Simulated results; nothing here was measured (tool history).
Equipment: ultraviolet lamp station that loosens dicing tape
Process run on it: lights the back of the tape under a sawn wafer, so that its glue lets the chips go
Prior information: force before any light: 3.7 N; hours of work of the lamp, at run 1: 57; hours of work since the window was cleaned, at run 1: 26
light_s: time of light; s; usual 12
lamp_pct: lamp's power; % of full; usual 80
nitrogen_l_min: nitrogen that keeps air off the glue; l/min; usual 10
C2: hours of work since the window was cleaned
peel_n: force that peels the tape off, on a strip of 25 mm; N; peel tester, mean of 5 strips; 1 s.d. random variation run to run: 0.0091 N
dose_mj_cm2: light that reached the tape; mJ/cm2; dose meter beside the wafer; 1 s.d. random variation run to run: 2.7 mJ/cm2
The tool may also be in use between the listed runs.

run 1 hour=0 | light_s=12 lamp_pct=80 nitrogen_l_min=10 | hours_of_work_of_the_lamp=57 C2=26 | peel_n=0.39 dose_mj_cm2=363
run 2 hour=6.7 | light_s=9 lamp_pct=80 nitrogen_l_min=10 | hours_of_work_of_the_lamp=60 C2=29 | peel_n=0.612 dose_mj_cm2=276
run 3 hour=14.7 | light_s=8 lamp_pct=80 nitrogen_l_min=10 | hours_of_work_of_the_lamp=63 C2=32 | peel_n=0.778 dose_mj_cm2=249
run 4 hour=20.2 | light_s=8 lamp_pct=80 nitrogen_l_min=10 | hours_of_work_of_the_lamp=65 C2=34 | peel_n=0.755 dose_mj_cm2=243
run 5 hour=29.6 | light_s=8 lamp_pct=80 nitrogen_l_min=10 | hours_of_work_of_the_lamp=69 C2=38 | peel_n=0.767 dose_mj_cm2=235
run 6 hour=33.7 | light_s=12 lamp_pct=66 nitrogen_l_min=10 | hours_of_work_of_the_lamp=71 C2=40 | peel_n=0.537 dose_mj_cm2=298
run 7 hour=39 | light_s=12 lamp_pct=66 nitrogen_l_min=10 | hours_of_work_of_the_lamp=73 C2=42 | peel_n=0.55 dose_mj_cm2=300
run 8 hour=47.5 | light_s=12 lamp_pct=82 nitrogen_l_min=10 | hours_of_work_of_the_lamp=76 C2=46 | peel_n=0.395 dose_mj_cm2=368
run 9 hour=53.8 | light_s=15 lamp_pct=80 nitrogen_l_min=10 | hours_of_work_of_the_lamp=79 C2=48 | peel_n=0.276 dose_mj_cm2=460
run 10 hour=61.7 | light_s=15 lamp_pct=67 nitrogen_l_min=10 | hours_of_work_of_the_lamp=82 C2=51 | peel_n=0.384 dose_mj_cm2=377
run 11 hour=68.4 | light_s=15 lamp_pct=67 nitrogen_l_min=10 | hours_of_work_of_the_lamp=85 C2=54 | peel_n=0.378 dose_mj_cm2=376
run 12 hour=76.6 | light_s=12 lamp_pct=80 nitrogen_l_min=10 | hours_of_work_of_the_lamp=88 C2=58 | peel_n=0.408 dose_mj_cm2=360
run 13 hour=83.8 | light_s=8 lamp_pct=80 nitrogen_l_min=10 | hours_of_work_of_the_lamp=91 C2=60 | peel_n=0.785 dose_mj_cm2=239
run 14 hour=90.7 | light_s=8 lamp_pct=80 nitrogen_l_min=10 | hours_of_work_of_the_lamp=94 C2=63 | peel_n=0.774 dose_mj_cm2=242
run 15 hour=100.2 | light_s=12 lamp_pct=60 nitrogen_l_min=10 | hours_of_work_of_the_lamp=98 C2=67 | peel_n=0.671 dose_mj_cm2=267
run 16 hour=104.8 | light_s=12 lamp_pct=82 nitrogen_l_min=19 | hours_of_work_of_the_lamp=100 C2=69 | peel_n=0.313 dose_mj_cm2=363
run 17 hour=111.7 | light_s=12 lamp_pct=82 nitrogen_l_min=19 | hours_of_work_of_the_lamp=103 C2=72 | peel_n=0.309 dose_mj_cm2=367
run 18 hour=118.1 | light_s=12 lamp_pct=85 nitrogen_l_min=4 | hours_of_work_of_the_lamp=105 C2=75 | peel_n=0.594 dose_mj_cm2=372
run 19 hour=125.2 | light_s=12 lamp_pct=85 nitrogen_l_min=4 | hours_of_work_of_the_lamp=108 C2=77 | peel_n=0.601 dose_mj_cm2=374
run 20 hour=135.2 | light_s=12 lamp_pct=92 nitrogen_l_min=10 | hours_of_work_of_the_lamp=112 C2=82 | peel_n=0.33 dose_mj_cm2=407
run 21 hour=144.8 | light_s=15 lamp_pct=91 nitrogen_l_min=5 | hours_of_work_of_the_lamp=116 C2=86 | peel_n=0.309 dose_mj_cm2=502
run 22 hour=151 | light_s=15 lamp_pct=91 nitrogen_l_min=5 | hours_of_work_of_the_lamp=119 C2=88 | peel_n=0.325 dose_mj_cm2=502
run 23 hour=158.1 | light_s=13 lamp_pct=91 nitrogen_l_min=5 | hours_of_work_of_the_lamp=122 C2=91 | peel_n=0.418 dose_mj_cm2=434
run 24 hour=162.9 | light_s=13 lamp_pct=91 nitrogen_l_min=5 | hours_of_work_of_the_lamp=124 C2=93 | peel_n=0.413 dose_mj_cm2=431
run 25 hour=171.5 | light_s=12 lamp_pct=76 nitrogen_l_min=7 | hours_of_work_of_the_lamp=127 C2=96 | peel_n=0.565 dose_mj_cm2=334
run 26 hour=176.3 | light_s=12 lamp_pct=76 nitrogen_l_min=7 | hours_of_work_of_the_lamp=129 C2=98 | peel_n=0.557 dose_mj_cm2=335
run 27 hour=182.9 | light_s=12 lamp_pct=76 nitrogen_l_min=7 | hours_of_work_of_the_lamp=132 C2=101 | peel_n=0.54 dose_mj_cm2=331
run 28 hour=191.2 | light_s=14 lamp_pct=84 nitrogen_l_min=12 | hours_of_work_of_the_lamp=135 C2=105 | peel_n=0.288 dose_mj_cm2=425
run 29 hour=196.5 | light_s=10 lamp_pct=88 nitrogen_l_min=11 | hours_of_work_of_the_lamp=137 C2=107 | peel_n=0.489 dose_mj_cm2=320

What if the next run were any one of these 3? Each begins from the tool's condition after run 29:
run A hour=206 | light_s=10 lamp_pct=82 nitrogen_l_min=11 | hours_of_work_of_the_lamp=141 C2=111 | peel_n=? dose_mj_cm2=?
run B hour=206 | light_s=10 lamp_pct=88 nitrogen_l_min=4 | hours_of_work_of_the_lamp=141 C2=111 | peel_n=? dose_mj_cm2=?
run C hour=206 | light_s=20 lamp_pct=65 nitrogen_l_min=11 | hours_of_work_of_the_lamp=141 C2=111 | peel_n=? dose_mj_cm2=?

run=A peel_n=0.531 dose_mj_cm2=297
run=B peel_n=0.748 dose_mj_cm2=315
run=C peel_n=0.251 dose_mj_cm2=468
What these runs would have given with no unlogged condition in the tool:
run=A peel_n=0.474 dose_mj_cm2=319
run=B peel_n=0.674 dose_mj_cm2=338
run=C peel_n=0.227 dose_mj_cm2=502

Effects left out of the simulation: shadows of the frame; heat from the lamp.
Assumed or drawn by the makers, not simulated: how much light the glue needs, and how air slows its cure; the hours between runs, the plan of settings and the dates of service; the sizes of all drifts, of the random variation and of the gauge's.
